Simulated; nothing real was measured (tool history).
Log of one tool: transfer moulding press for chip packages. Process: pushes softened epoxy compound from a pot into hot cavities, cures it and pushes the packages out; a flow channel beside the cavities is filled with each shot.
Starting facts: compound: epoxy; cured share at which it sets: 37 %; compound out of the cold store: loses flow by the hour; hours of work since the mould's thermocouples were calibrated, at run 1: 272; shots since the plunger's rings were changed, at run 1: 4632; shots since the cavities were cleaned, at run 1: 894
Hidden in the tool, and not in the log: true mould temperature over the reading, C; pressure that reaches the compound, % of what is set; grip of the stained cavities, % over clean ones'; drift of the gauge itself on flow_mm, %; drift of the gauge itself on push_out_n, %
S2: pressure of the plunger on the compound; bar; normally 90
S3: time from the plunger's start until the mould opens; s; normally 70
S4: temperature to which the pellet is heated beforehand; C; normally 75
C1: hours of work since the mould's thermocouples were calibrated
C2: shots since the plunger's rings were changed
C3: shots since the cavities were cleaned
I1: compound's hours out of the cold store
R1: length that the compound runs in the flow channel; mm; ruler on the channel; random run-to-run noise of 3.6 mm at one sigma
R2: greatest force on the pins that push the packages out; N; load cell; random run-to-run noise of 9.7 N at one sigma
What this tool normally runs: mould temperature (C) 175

Run 1, day 0: usual settings; C1 272; C2 4632; C3 894; I1 12.8. Result: R1 682 mm, R2 830 N.
At day 0.212: cavities cleaned with cleaning compound and waxed.
Run 2, day 0.392: usual settings; C1 276; C2 4742; C3 60; I1 19.8. Result: R1 652 mm, R2 496 N.
Run 3, day 0.875: usual settings; C1 282; C2 4900; C3 218; I1 39.3. Result: R1 612 mm, R2 586 N.
Run 4, day 1.379: usual settings; C1 289; C2 5067; C3 385; I1 28.5. Result: R1 634 mm, R2 685 N.
Run 5, day 1.612: usual settings but S4 83 C; C1 292; C2 5143; C3 461; I1 45.7. Result: R1 593 mm, R2 649 N.
Run 6, day 1.929: usual settings; C1 296; C2 5248; C3 566; I1 22.5. Result: R1 645 mm, R2 739 N.
Run 7, day 2.412: usual settings; C1 302; C2 5406; C3 724; I1 21.6. Result: R1 647 mm, R2 778 N.
Run 8, day 2.633: usual settings; C1 305; C2 5480; C3 798; I1 33.8. Result: R1 615 mm, R2 808 N.
Run 9, day 2.85: usual settings; C1 308; C2 5552; C3 870; I1 10.5. Result: R1 664 mm, R2 863 N.
At day 3.079: plunger's sealing rings changed.
At day 3.262: cavities cleaned with cleaning compound and waxed.
Run 10, day 3.321: usual settings but S4 66 C; C1 312; C2 58; C3 18; I1 39.7. Result: R1 684 mm, R2 441 N.
Run 11, day 3.742: usual settings but S3 72 s; C1 317; C2 197; C3 157; I1 44.5. Result: R1 663 mm, R2 520 N.
Run 12, day 4.112: usual settings but S3 72 s; C1 322; C2 320; C3 280; I1 45.5. Result: R1 656 mm, R2 620 N.
Run 13, day 4.488: usual settings but S3 72 s; C1 327; C2 443; C3 403; I1 41. Result: R1 668 mm, R2 659 N.
Run 14, day 4.771: usual settings; C1 331; C2 537; C3 497; I1 18.2. Result: R1 723 mm, R2 747 N.
Run 15, day 5.083: usual settings; C1 335; C2 639; C3 599; I1 14.8. Result: R1 729 mm, R2 776 N.
Run 16, day 5.446: usual settings but mould temperature (C) 172; C1 339; C2 759; C3 719; I1 16.3. Result: R1 737 mm, R2 929 N.
Run 17, day 5.8: usual settings but S3 104 s; C1 344; C2 876; C3 836; I1 30.1. Result: R1 692 mm, R2 615 N.
At day 6.204: cavities cleaned with cleaning compound and waxed.
Run 18, day 6.354: usual settings but S3 104 s; C1 350; C2 1038; C3 49; I1 14.9. Result: R1 718 mm, R2 374 N.

Run 19 is up next; what results do you expect?
Run 19, day 6.612: usual settings but S3 104 s; C1 354; C2 1123; C3 134; I1 37.2. Result: R1 ?, R2 ?.

R1: 669 mm
R2: 432 N
With no hidden state in the tool, this same run would have given R1 685 mm, R2 338 N.
